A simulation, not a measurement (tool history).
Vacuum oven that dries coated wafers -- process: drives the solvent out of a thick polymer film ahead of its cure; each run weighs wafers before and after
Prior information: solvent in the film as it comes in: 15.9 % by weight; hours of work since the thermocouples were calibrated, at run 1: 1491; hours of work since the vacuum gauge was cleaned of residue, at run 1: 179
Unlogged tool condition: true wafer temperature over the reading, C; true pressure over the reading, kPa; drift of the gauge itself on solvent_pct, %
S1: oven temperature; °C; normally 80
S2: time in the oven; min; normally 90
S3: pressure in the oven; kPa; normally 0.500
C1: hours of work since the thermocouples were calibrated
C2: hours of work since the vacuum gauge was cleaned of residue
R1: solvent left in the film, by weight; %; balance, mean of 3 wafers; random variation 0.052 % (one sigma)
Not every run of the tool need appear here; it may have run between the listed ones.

run   hour  S1   S2     S3    C1   C2    R1
  1    0.0  80   90  0.500  1491  179  1.99
  2   21.5  80   90  0.500  1501  189  2.02
  3   36.1  81   90  0.500  1507  195  1.78
  4   60.5  80   55  0.500  1519  207  4.20
  5   74.9  76   90  0.500  1525  213  3.37
  6   92.8  76   90  0.500  1534  222  3.45
  7  106.2  81   90  0.500  1540  228  1.74
  8  129.7  80   94  0.500  1551  239  1.93
  9  141.1  80   94  0.500  1556  244  1.87
 10  158.8  86   94  0.500  1564  252  0.64
 11  177.0  86   94  0.500  1573  261  0.65
 12  188.4  80  161  0.500  1578  266  0.77
 13  211.8  80  161  0.500  1589  277  0.76
 14  229.4  80  135  0.500  1597  285  0.92
 15  248.0  80  135  0.500  1606  294  0.98
 16  272.3  80  135  0.500  1617  305  0.96
 17  292.0  80  135  0.500  1626  314  0.96
 18  309.0  80  135  0.500  1634  322  0.82
 19  328.8  80   90  0.500  1643  331  2.15
 20  351.4  80   90  0.500  1654  342  2.07
 21  364.1  80   55  0.500  1660  348  4.23
 22  375.3  80   90  0.500  1665  353  2.10
 23  400.3  80   90  0.329  1676  364  2.11
 24  424.7  95   90  1.587  1688  376  0.45
 25  449.2  95   76  0.284  1699  387  0.22
 26  466.9  95   76  0.284  1707  395  0.18
 27  488.1  95   76  0.284  1717  405  0.19
 28  507.4  80   90  0.497  1726  414  2.11
 29  526.2  80   90  0.497  1735  423  2.21
 30  549.2  82   47  0.610  1745  434  4.21
 31  567.8  75  114  0.500  1754  442  2.84
     573.2  -- oven's thermocouples calibrated
 32  592.0  78  114  1.221     9  452  1.83

Expected results for the next run?
 33  615.9  66  54  0.299  20  464   ?

{"run 33": {"R1": 8.77}}
If the tool had no hidden condition, the same run with the same run-to-run variation would have returned R1 8.56 %.
